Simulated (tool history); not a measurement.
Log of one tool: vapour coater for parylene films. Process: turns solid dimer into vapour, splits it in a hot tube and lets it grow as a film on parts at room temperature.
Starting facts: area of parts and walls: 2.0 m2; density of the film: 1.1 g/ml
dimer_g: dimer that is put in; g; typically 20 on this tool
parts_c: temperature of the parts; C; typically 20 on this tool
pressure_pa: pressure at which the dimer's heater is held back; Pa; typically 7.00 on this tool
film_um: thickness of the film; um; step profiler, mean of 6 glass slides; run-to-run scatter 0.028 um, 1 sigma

Run 1, day 0.000: usual settings. Result: film_um 4.07 um.
Run 2, day 0.812: usual settings but dimer_g 15 g. Result: film_um 3.06 um.
Run 3, day 2.000: usual settings. Result: film_um 4.04 um.
Run 4, day 3.079: usual settings. Result: film_um 4.10 um.
Run 5, day 3.896: usual settings but parts_c 26 C. Result: film_um 3.14 um.
Run 6, day 4.908: usual settings but parts_c 26 C. Result: film_um 3.09 um.
Run 7, day 6.008: usual settings but parts_c 26 C. Result: film_um 3.09 um.
Run 8, day 6.850: usual settings but parts_c 26 C. Result: film_um 3.09 um.
Run 9, day 7.679: usual settings. Result: film_um 4.07 um.
Run 10, day 9.042: usual settings but dimer_g 21 g. Result: film_um 4.18 um.
Run 11, day 9.800: usual settings but dimer_g 21 g. Result: film_um 4.27 um.
Run 12, day 10.642: usual settings but dimer_g 21 g. Result: film_um 4.24 um.
Run 13, day 11.788: usual settings. Result: film_um 4.07 um.
Run 14, day 13.108: usual settings. Result: film_um 4.04 um.
Run 15, day 14.546: usual settings. Result: film_um 4.03 um.
Run 16, day 16.071: usual settings but pressure_pa 9.03 Pa. Result: film_um 3.96 um.
Run 17, day 17.604: usual settings but pressure_pa 9.03 Pa. Result: film_um 3.93 um.
Run 18, day 18.983: usual settings but pressure_pa 9.03 Pa. Result: film_um 3.96 um.
Run 19, day 20.062: usual settings but pressure_pa 5.12 Pa. Result: film_um 4.06 um.
Run 20, day 20.758: usual settings but parts_c 17 C, pressure_pa 5.12 Pa. Result: film_um 4.72 um.
Run 21, day 21.625: usual settings but parts_c 17 C, pressure_pa 5.12 Pa. Result: film_um 4.77 um.
Run 22, day 22.354: usual settings but dimer_g 31 g, parts_c 19 C, pressure_pa 5.12 Pa. Result: film_um 6.76 um.
Run 23, day 22.996: usual settings but dimer_g 9 g, parts_c 15 C, pressure_pa 3.44 Pa. Result: film_um 2.46 um.
Run 24, day 23.912: usual settings but dimer_g 9 g, parts_c 15 C, pressure_pa 3.44 Pa. Result: film_um 2.43 um.
Run 25, day 24.567: usual settings but dimer_g 12 g. Result: film_um 2.40 um.
Run 26, day 25.225: usual settings but dimer_g 12 g. Result: film_um 2.38 um.
Run 27, day 26.117: usual settings but dimer_g 34 g, parts_c 24 C, pressure_pa 10.52 Pa. Result: film_um 5.49 um.
Run 28, day 27.625: usual settings but dimer_g 23 g, parts_c 15 C, pressure_pa 3.32 Pa. Result: film_um 6.27 um.
Run 29, day 28.967: usual settings but dimer_g 10 g, parts_c 29 C, pressure_pa 9.14 Pa. Result: film_um 1.30 um.
Run 30, day 29.642: usual settings but dimer_g 10 g, parts_c 29 C, pressure_pa 9.14 Pa. Result: film_um 1.31 um.
Run 31, day 30.788: usual settings but dimer_g 10 g, parts_c 29 C, pressure_pa 9.14 Pa. Result: film_um 1.30 um.
At day 31.129: trap's valve overhauled.
Run 32, day 32.450: usual settings but dimer_g 10 g, parts_c 18 C, pressure_pa 3.27 Pa. Result: film_um 2.45 um.
Run 33, day 33.879: usual settings but pressure_pa 2.91 Pa. Result: film_um 4.52 um.
Run 34, day 34.738: usual settings but dimer_g 13 g, pressure_pa 10.77 Pa. Result: film_um 2.59 um.
Run 35, day 36.162: usual settings but dimer_g 9 g, parts_c 23 C, pressure_pa 2.06 Pa. Result: film_um 1.86 um.
Run 36, day 36.925: usual settings but dimer_g 9 g, parts_c 23 C, pressure_pa 2.06 Pa. Result: film_um 1.81 um.
Run 37, day 37.679: usual settings but dimer_g 22 g, parts_c 17 C, pressure_pa 2.18 Pa. Result: film_um 5.85 um.

Had the tool no unlogged condition, and each run kept its random variation, what would the results have been?
Unlogged tool condition in this case: vapour lost through the trap's worn valve, %; true temperature of the parts over the reading, C; drift of the gauge itself on film_um, %.
run  film_um
  1     4.12
  2     3.10
  3     4.10
  4     4.16
  5     3.19
  6     3.14
  7     3.14
  8     3.15
  9     4.14
 10     4.27
 11     4.35
 12     4.32
 13     4.15
 14     4.13
 15     4.13
 16     4.06
 17     4.03
 18     4.06
 19     4.17
 20     4.85
 21     4.91
 22     6.96
 23     2.53
 24     2.50
 25     2.48
 26     2.45
 27     5.67
 28     6.47
 29     1.35
 30     1.35
 31     1.34
 32     2.43
 33     4.48
 34     2.57
 35     1.85
 36     1.80
 37     5.82
